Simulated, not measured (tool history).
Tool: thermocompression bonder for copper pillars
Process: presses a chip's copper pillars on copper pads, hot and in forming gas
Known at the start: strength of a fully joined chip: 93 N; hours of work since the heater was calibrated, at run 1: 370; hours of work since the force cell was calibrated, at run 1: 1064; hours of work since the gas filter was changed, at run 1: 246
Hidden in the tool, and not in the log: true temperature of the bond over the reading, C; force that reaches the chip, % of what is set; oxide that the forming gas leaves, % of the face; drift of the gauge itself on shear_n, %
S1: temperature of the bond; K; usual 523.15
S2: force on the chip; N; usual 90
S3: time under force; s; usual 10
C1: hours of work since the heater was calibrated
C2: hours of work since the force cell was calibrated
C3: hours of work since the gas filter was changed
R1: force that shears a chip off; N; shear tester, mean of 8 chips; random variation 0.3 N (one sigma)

run   hour      S1   S2  S3   C1    C2   C3    R1
  1      0  523.15   90  10  370  1064  246  47.1
  2   30.9  523.15   90  20  388  1082  264  58.9
  3   54.5  523.15  132  10  402  1095  278  54.7
      72.1  -- force cell calibrated
  4   90.9  523.15  132  10  422    11  298  55.2
  5  118.1  523.15  132  10  438    27  314  54.9
  6  139.4  509.15   90  10  450    39  326    41
  7  161.1  523.15   90  10  463    52  339  46.7
  8  194.3  523.15   90  28  482    71  358  64.4
  9    220  523.15   90  28  497    86  373    64
 10  235.4  523.15   90  28  506    95  382  64.1
 11  259.8  523.15   90  20  520   109  396  59.2
 12  288.7  523.15   90  20  537   126  413  58.7
 13  306.4  523.15   90  10  547   136  423  47.3
 14  332.7  523.15   90  10  562   151  438  47.6
 15  354.8  523.15   90  10  575   164  451  46.9
     383.7  -- forming gas filter changed
 16  392.3  523.15   90  10  597   185    5  46.9
 17  423.6  523.15   90  10  615   204   23  47.1
 18  439.3  523.15   90  10  624   213   32    47
 19  467.5  523.15   90  10  640   229   49  46.6
 20  503.6  523.15   90  10  661   250   70  46.9
 21  519.2  523.15   90  10  670   259   79  46.6
 22  538.4  532.15   90   8  681   270   90    48
 23  559.4  532.15   90   8  694   282  102  48.2
 24  594.2  502.15   90  10  714   302  122  37.6
 25  630.6  502.15   90  10  735   324  143  37.5
 26  653.4  530.15  121  10  748   337  156  56.2
 27  688.9  516.15  132  18  769   357  177  61.7
 28  706.1  502.15   80  22  779   367  187    48
 29    743  550.15   57  26  800   389  208  66.6
 30  777.1  517.15   59  10  820   408  228  36.4
 31  799.1  517.15   67  16  833   421  241  45.8
 32    816  517.15  131  23  842   431  251  65.8
 33  852.1  523.15  128  17  863   452  272  63.1
 34  868.9  523.15  108  10  873   462  281  50.5
 35  885.1  523.15  108  10  882   471  291  50.5
 36  904.7  544.15   90  22  894   482  302  70.2
 37  923.1  544.15   90  22  904   493  313    70
 38  951.4  523.15   91   6  921   510  329  39.4
 39  980.6  532.15   77  10  938   526  346  48.2

How the hidden state differs across the entries between the runs, from the last listed run before each to the first after it:
Between runs 3 and 4: force cell calibrated (hour 72.1)
  force that reaches the chip, % of what is set: 100.2 -> 100
Between runs 15 and 16: forming gas filter changed (hour 383.7)
  oxide that the forming gas leaves, % of the face: 0.59 -> 0.5
